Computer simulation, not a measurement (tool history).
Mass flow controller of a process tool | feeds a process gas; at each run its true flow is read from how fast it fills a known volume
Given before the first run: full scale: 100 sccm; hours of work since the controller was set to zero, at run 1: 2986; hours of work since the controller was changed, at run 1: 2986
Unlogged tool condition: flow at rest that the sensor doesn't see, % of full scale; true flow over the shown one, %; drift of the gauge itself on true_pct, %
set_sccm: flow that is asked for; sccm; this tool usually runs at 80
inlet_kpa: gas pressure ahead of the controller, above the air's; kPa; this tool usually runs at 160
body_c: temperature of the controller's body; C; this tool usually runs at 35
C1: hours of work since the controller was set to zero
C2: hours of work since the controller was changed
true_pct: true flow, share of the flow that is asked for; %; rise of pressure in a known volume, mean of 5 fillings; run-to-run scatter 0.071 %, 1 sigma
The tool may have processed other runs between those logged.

Run 1, hour 0: usual settings; C1 2986; C2 2986. Result: true_pct 100.76 %.
Run 2, hour 190.4: usual settings; C1 3096; C2 3096. Result: true_pct 100.71 %.
Run 3, hour 329.6: usual settings; C1 3177; C2 3177. Result: true_pct 100.67 %.
Run 4, hour 478: usual settings; C1 3263; C2 3263. Result: true_pct 100.61 %.
Run 5, hour 639.3: usual settings but set_sccm 33 sccm; C1 3357; C2 3357. Result: true_pct 99.36 %.
Run 6, hour 833.9: usual settings but set_sccm 33 sccm; C1 3470; C2 3470. Result: true_pct 99.4 %.
Run 7, hour 932.7: usual settings but set_sccm 33 sccm; C1 3527; C2 3527. Result: true_pct 99.3 %.
Run 8, hour 1077: usual settings but set_sccm 60 sccm, inlet_kpa 213 kPa, body_c 40 C; C1 3611; C2 3611. Result: true_pct 99.8 %.
Run 9, hour 1273.7: usual settings but set_sccm 14 sccm, inlet_kpa 183 kPa, body_c 27 C; C1 3725; C2 3725. Result: true_pct 97.68 %.
Run 10, hour 1399.4: usual settings but set_sccm 89 sccm, inlet_kpa 227 kPa, body_c 20 C; C1 3798; C2 3798. Result: true_pct 98.41 %.

Predict each of these 4 candidate next runs independently; none follows another, all start after run 10:
Run A, hour 1583.9: usual settings but set_sccm 89 sccm, inlet_kpa 200 kPa, body_c 20 C; C1 3905; C2 3905. Result: true_pct ?.
Run B, hour 1583.9: usual settings but set_sccm 35 sccm, inlet_kpa 258 kPa, body_c 31 C; C1 3905; C2 3905. Result: true_pct ?.
Run C, hour 1583.9: usual settings but set_sccm 68 sccm, inlet_kpa 156 kPa, body_c 36 C; C1 3905; C2 3905. Result: true_pct ?.
Run D, hour 1583.9: usual settings but set_sccm 49 sccm, inlet_kpa 208 kPa; C1 3905; C2 3905. Result: true_pct ?.

run  true_pct
  A     98.48
  B     97.85
  C     99.93
  D     98.98
Without the tool's unlogged condition, the same runs would have read:
run  true_pct
  A     99.24
  B      98.6
  C    100.69
  D     99.73

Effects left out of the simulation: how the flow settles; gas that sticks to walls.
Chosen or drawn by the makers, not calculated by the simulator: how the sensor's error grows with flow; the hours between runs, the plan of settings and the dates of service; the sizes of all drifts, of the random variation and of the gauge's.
